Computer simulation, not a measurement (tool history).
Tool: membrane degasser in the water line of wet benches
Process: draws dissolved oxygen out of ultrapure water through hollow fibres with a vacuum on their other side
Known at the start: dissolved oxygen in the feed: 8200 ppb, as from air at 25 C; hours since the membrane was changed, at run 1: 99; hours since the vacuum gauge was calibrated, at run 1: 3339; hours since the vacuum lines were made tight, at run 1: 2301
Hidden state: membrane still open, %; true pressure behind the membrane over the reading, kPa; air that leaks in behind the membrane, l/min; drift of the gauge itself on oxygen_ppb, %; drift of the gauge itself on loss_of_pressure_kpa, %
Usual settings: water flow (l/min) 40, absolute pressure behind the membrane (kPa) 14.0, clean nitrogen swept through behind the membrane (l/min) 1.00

run	hour	water flow (l/min)	absolute pressure behind the membrane (kPa)	clean nitrogen swept through behind the membrane (l/min)	hours since the membrane was changed	hours since the vacuum gauge was calibrated	hours since the vacuum lines were made tight	dissolved oxygen in the water behind the degasser (ppb)	pressure that the water loses in the fibres (kPa)
1	0.0	40	14.0	1.00	99	3339	2301	973.5	55.71
2	26.8	40	14.0	1.00	126	3366	2328	973.4	55.75
3	65.5	40	14.0	1.00	165	3405	2367	975.2	55.92
4	103.3	40	14.0	1.00	203	3442	2404	966.6	56.09
5	129.5	40	14.0	1.00	229	3469	2430	970.8	55.50
6	182.2	40	14.0	1.00	282	3521	2483	970.4	55.79
7	217.3	40	14.0	1.00	317	3556	2518	972.3	56.07
8	269.6	40	14.0	1.00	369	3609	2571	969.4	55.48
9	321.9	40	14.0	1.00	421	3661	2623	969.4	55.47
10	358.7	34	14.0	1.00	458	3698	2660	822.1	47.58
# hour 362.1: vacuum gauge calibrated
11	387.4	34	14.0	1.00	486	25	2688	834.7	47.13
12	415.9	34	14.0	2.01	515	54	2716	527.4	47.58
13	444.8	34	14.0	2.01	544	83	2745	526.4	47.47
# hour 468.4: vacuum gauge calibrated, once more
14	478.2	34	14.0	2.01	577	10	2778	524.7	47.77
15	501.4	34	14.0	0.94	600	33	2801	854.0	48.16
16	536.8	34	14.0	0.94	635	68	2837	853.5	47.33
17	591.3	39	34.3	1.00	690	123	2891	2074.7	54.51
18	630.5	44	25.9	1.57	729	162	2930	1384.7	61.39
19	676.5	44	25.9	1.57	775	208	2976	1380.7	61.65
20	713.2	25	25.9	1.84	812	245	3013	709.3	35.04
21	752.8	25	25.9	1.84	851	284	3053	720.1	34.94
22	790.1	47	30.1	1.23	889	322	3090	1901.6	66.04
23	824.0	47	30.1	1.23	922	356	3124	1915.6	65.58
24	859.2	55	14.0	1.00	958	391	3159	1321.0	76.76
25	893.9	55	14.0	1.00	992	426	3194	1314.9	77.44
26	948.9	34	14.0	0.44	1047	480	3249	1363.2	47.30
27	982.4	43	14.0	0.57	1081	514	3282	1417.2	60.20
28	1024.7	40	14.0	2.64	1123	556	3325	555.9	56.06
29	1066.9	49	18.2	2.64	1165	598	3367	863.3	68.61
30	1093.5	31	30.2	1.82	1192	625	3393	1021.2	43.74
31	1139.6	56	10.4	1.71	1238	671	3440	843.9	78.57
32	1184.0	56	10.4	1.71	1282	716	3484	841.5	78.39

Forecast each of these 3 alternatives for the next run:
A	1208.7	27	14.0	0.59	1307	740	3509	?	?
B	1208.7	56	10.4	0.91	1307	740	3509	?	?
C	1208.7	62	14.0	1.00	1307	740	3509	?	?

run	dissolved oxygen in the water behind the degasser (ppb)	pressure that the water loses in the fibres (kPa)
A	945.4	38.21
B	1099.0	78.97
C	1478.9	87.57
Without the tool's hidden state the same runs would have given:
run	dissolved oxygen in the water behind the degasser (ppb)	pressure that the water loses in the fibres (kPa)
A	937.6	37.87
B	1084.7	78.26
C	1464.6	86.78
